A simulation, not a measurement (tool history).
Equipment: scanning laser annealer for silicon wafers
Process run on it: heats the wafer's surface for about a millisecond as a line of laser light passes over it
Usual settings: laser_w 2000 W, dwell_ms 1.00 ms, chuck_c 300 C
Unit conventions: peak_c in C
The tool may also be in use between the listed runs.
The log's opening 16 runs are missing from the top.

| run | hour | laser_w | dwell_ms | chuck_c | peak_c |
|---|---|---|---|---|---|
| 17 | 189.9 | 2000 | 1.05 | 300 | 1077 |
| 18 | 202.2 | 2000 | 0.74 | 300 | 969 |
| 19 | 211.5 | 2000 | 0.74 | 300 | 972 |
|  | 217.9 | optics aligned, line set to its width |
| 20 | 227.1 | 2000 | 0.74 | 300 | 985 |
| 21 | 238.3 | 2000 | 0.74 | 300 | 986 |
| 22 | 248.7 | 1997 | 1.00 | 311 | 1091 |
| 23 | 261.8 | 2038 | 0.96 | 263 | 1045 |
| 24 | 268.9 | 1873 | 1.23 | 305 | 1087 |
| 25 | 285.4 | 1873 | 1.23 | 305 | 1092 |
| 26 | 300.3 | 1883 | 0.97 | 340 | 1053 |
| 27 | 311.0 | 2000 | 1.14 | 300 | 1117 |
| 28 | 318.4 | 2019 | 0.89 | 301 | 1046 |
| 29 | 333.5 | 1852 | 0.89 | 301 | 970 |
| 30 | 348.2 | 1873 | 0.72 | 301 | 918 |
| 31 | 364.7 | 1993 | 0.75 | 295 | 972 |
| 32 | 374.1 | 1993 | 1.00 | 295 | 1064 |
| 33 | 387.4 | 1733 | 0.74 | 289 | 856 |
| 34 | 402.7 | 1851 | 1.19 | 292 | 1047 |
| 35 | 414.5 | 1851 | 1.19 | 292 | 1044 |
| 36 | 431.1 | 1851 | 1.15 | 316 | 1060 |
| 37 | 444.0 | 1851 | 1.15 | 316 | 1058 |
| 38 | 456.4 | 1851 | 0.75 | 278 | 891 |
| 39 | 468.8 | 1865 | 0.80 | 300 | 936 |

Run 40 is up next; what results do you expect?
| 40 | 478.2 | 2000 | 1.02 | 283 | ? |

{"run 40": {"peak_c": 1052}}
Without the tool's hidden state the same run would have given peak_c 1081 C.

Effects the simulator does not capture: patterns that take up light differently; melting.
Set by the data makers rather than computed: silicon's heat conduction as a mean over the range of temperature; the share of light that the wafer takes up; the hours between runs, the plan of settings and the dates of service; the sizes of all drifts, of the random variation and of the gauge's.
